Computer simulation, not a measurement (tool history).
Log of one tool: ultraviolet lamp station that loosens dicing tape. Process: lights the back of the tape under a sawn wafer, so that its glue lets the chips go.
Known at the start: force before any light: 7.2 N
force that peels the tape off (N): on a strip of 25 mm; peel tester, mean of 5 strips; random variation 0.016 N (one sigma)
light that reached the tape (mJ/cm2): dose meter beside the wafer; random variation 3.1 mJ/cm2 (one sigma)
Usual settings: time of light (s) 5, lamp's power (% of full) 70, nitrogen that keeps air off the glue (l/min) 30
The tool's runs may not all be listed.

run     day  time of light (s)  lamp's power (% of full)  nitrogen that keeps air off the glue (l/min)  force that peels the tape off (N)  light that reached the tape (mJ/cm2)
  1   0.000                  5                        70                                            30                              0.755                                   476
  2   0.396                  5                        70                                            30                              0.742                                   479
  3   0.608                  5                        70                                            30                              0.766                                   478
  4   0.883                  6                        70                                            30                              0.509                                   574
  5   1.167                  5                        97                                            30                              0.371                                   671
  6   1.404                  5                        97                                            30                              0.336                                   659
  7   1.692                  5                        70                                            30                              0.777                                   481
  8   2.071                  5                        70                                            30                              0.781                                   475
  9   2.342                  5                        70                                            30                              0.756                                   479
 10   2.575                  5                        70                                            30                              0.773                                   484
 11   2.933                  5                        70                                            30                              0.789                                   482
 12   3.275                  5                        70                                            37                              0.656                                   481
 13   3.492                  5                        70                                            37                              0.692                                   480
 14   3.679                  5                        70                                            11                              1.498                                   481
 15   3.942                  5                        70                                            40                              0.620                                   480
 16   4.242                  5                        60                                            40                              0.880                                   410
 17   4.425                  5                        60                                            40                              0.887                                   413
 18   4.704                  5                        60                                            40                              0.899                                   411
 19   4.917                  5                        60                                            40                              0.887                                   418
 20   5.208                  5                        60                                            40                              0.887                                   407
 21   5.388                  5                        60                                            40                              0.841                                   416
 22   5.783                  5                        60                                            40                              0.888                                   418
 23   6.029                  5                        74                                            30                              0.692                                   509
 24   6.362                  5                        74                                            30                              0.685                                   510
 25   6.704                  5                        74                                            30                              0.701                                   509
 26   7.042                  5                        65                                            30                              0.892                                   442
 27   7.300                  4                        65                                            37                              1.196                                   360
      7.454  -- window cleaned of glue's vapour
 28   7.708                  3                        65                                            11                              2.913                                   265
 29   8.108                  3                        65                                            32                              1.971                                   267
 30   8.367                  3                        71                                            10                              2.802                                   293
 31   8.758                  7                        71                                            13                              0.712                                   685
 32   9.096                  7                        71                                            43                              0.261                                   690
 33   9.438                  5                        90                                            14                              0.807                                   618
 34   9.675                  5                        90                                            14                              0.777                                   620
 35   9.942                  3                        78                                            27                              1.638                                   320
 36  10.179                  2                        95                                            42                              1.787                                   260
 37  10.508                  2                        95                                            42                              1.874                                   260
 38  10.679                  5                        87                                            47                              0.332                                   597
 39  11.042                  5                        86                                            23                              0.611                                   584
 40  11.300                  9                        96                                            30                              0.106                                  1197
 41  11.521                  9                        96                                            30                              0.106                                  1190
 42  11.883                  9                        96                                            30                              0.107                                  1193
 43  12.079                  2                        70                                            50                              2.513                                   190

4 ways to go on from here, each from the tool as it stands after run 43. What would each give?
  A  12.479                  2                        70                                            50                                  ?                                     ?
  B  12.479                  2                        73                                            50                                  ?                                     ?
  C  12.479                  4                        94                                            50                                  ?                                     ?
  D  12.479                  5                        99                                            10                                  ?                                     ?

run  force that peels the tape off (N)  light that reached the tape (mJ/cm2)
  A                              2.408                                   192
  B                              2.378                                   203
  C                              0.482                                   520
  D                              0.851                                   684
Without the tool's hidden state the same runs would have given:
run  force that peels the tape off (N)  light that reached the tape (mJ/cm2)
  A                              2.406                                   192
  B                              2.375                                   203
  C                              0.481                                   521
  D                              0.849                                   685
